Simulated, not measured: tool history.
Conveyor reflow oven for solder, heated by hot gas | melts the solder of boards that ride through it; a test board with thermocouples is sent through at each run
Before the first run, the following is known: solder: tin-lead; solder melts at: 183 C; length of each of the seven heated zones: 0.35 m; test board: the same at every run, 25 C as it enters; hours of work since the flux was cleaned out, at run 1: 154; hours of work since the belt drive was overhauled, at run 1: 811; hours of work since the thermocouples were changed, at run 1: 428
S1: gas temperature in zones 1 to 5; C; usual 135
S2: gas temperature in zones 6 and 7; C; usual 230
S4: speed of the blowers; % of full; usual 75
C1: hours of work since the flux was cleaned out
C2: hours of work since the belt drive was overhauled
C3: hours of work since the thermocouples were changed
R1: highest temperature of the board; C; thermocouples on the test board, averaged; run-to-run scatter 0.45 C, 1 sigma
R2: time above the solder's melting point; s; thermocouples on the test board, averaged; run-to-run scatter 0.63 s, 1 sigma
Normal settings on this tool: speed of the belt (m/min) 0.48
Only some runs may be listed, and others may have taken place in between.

Run 1, hour 0: usual settings; C1 154; C2 811; C3 428. Result: R1 215.3 C, R2 63.6 s.
Run 2, hour 37.7: usual settings but S4 70 % of full; C1 180; C2 838; C3 455. Result: R1 213.1 C, R2 62.9 s.
Run 3, hour 80.9: usual settings but S4 70 % of full; C1 211; C2 869; C3 486. Result: R1 213.4 C, R2 61.1 s.
Run 4, hour 105.7: usual settings but S4 70 % of full; C1 228; C2 886; C3 503. Result: R1 212.9 C, R2 60.2 s.
Run 5, hour 136: usual settings but S4 70 % of full; C1 250; C2 908; C3 525. Result: R1 213.1 C, R2 61.6 s.
Run 6, hour 167.3: usual settings but S4 70 % of full; C1 272; C2 930; C3 547. Result: R1 213.1 C, R2 60.7 s.
Run 7, hour 198.6: usual settings but S4 70 % of full; C1 294; C2 952; C3 569. Result: R1 213.1 C, R2 60.8 s.
Run 8, hour 226.1: usual settings but S1 136 C, speed of the belt (m/min) 0.443; C1 314; C2 972; C3 589. Result: R1 215.4 C, R2 70.4 s.
Run 9, hour 256.2: usual settings but S1 141 C; C1 335; C2 993; C3 610. Result: R1 213.6 C, R2 64.3 s.
Run 10, hour 292.1: usual settings but S2 223 C, speed of the belt (m/min) 0.455, S4 55 % of full; C1 361; C2 1019; C3 636. Result: R1 204.2 C, R2 54.2 s.
Run 11, hour 324.9: usual settings but S2 231 C, speed of the belt (m/min) 0.455, S4 55 % of full; C1 384; C2 1042; C3 659. Result: R1 210.3 C, R2 62.1 s.

Each row is a separate what-if for the run after 11, all from the same tool condition, not one after another. Results?
Run A, hour 367.3: usual settings but S2 229 C, speed of the belt (m/min) 0.46; C1 414; C2 1072; C3 689. Result: R1 ?, R2 ?.
Run B, hour 367.3: usual settings but S2 233 C, speed of the belt (m/min) 0.393, S4 66 % of full; C1 414; C2 1072; C3 689. Result: R1 ?, R2 ?.
Run C, hour 367.3: usual settings but S2 231 C, speed of the belt (m/min) 0.537, S4 55 % of full; C1 414; C2 1072; C3 689. Result: R1 ?, R2 ?.

run     R1    R2
  A  212.3  63.1
  B    219  82.3
  C  203.9  43.3
With no hidden state in the tool, these same runs would have given:
run     R1    R2
  A  216.9    68
  B    223    86
  C  208.7  49.4
